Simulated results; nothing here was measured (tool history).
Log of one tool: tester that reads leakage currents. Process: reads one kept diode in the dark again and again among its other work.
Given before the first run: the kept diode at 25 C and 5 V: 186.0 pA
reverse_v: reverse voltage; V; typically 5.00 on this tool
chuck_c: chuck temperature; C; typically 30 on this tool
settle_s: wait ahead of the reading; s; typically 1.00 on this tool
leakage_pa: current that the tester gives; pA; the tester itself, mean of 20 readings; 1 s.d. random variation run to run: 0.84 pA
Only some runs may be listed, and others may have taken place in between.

| run | hour | reverse_v | chuck_c | settle_s | leakage_pa |
|---|---|---|---|---|---|
| 1 | 0.0 | 5.00 | 30 | 1.00 | 254.01 |
| 2 | 175.0 | 5.00 | 30 | 1.00 | 252.26 |
| 3 | 259.8 | 5.00 | 30 | 1.00 | 252.63 |
|  | 279.2 | chuck's temperature calibrated |
| 4 | 379.2 | 5.00 | 50 | 1.00 | 1042.13 |
| 5 | 484.1 | 5.00 | 50 | 1.00 | 1041.81 |
| 6 | 577.0 | 5.00 | 50 | 1.00 | 1037.36 |
| 7 | 728.7 | 5.00 | 37 | 0.56 | 391.61 |
| 8 | 875.7 | 12.60 | 39 | 1.00 | 679.09 |
| 9 | 1006.4 | 9.76 | 30 | 1.17 | 299.33 |
|  | 1101.9 | chuck's temperature calibrated, once more |
| 10 | 1145.1 | 9.76 | 30 | 1.17 | 387.80 |

Alternative continuations, all from the tool just after run 10; predict every row:
| A | 1322.2 | 2.27 | 30 | 1.00 | ? |
| B | 1322.2 | 9.40 | 22 | 0.37 | ? |
| C | 1322.2 | 1.74 | 30 | 1.00 | ? |
| D | 1322.2 | 6.39 | 53 | 1.17 | ? |

| run | leakage_pa |
|---|---|
| A | 201.27 |
| B | 200.45 |
| C | 178.41 |
| D | 1739.90 |
Had the tool no hidden state, the same runs would have come out as:
| run | leakage_pa |
|---|---|
| A | 198.58 |
| B | 192.73 |
| C | 176.22 |
| D | 1726.87 |
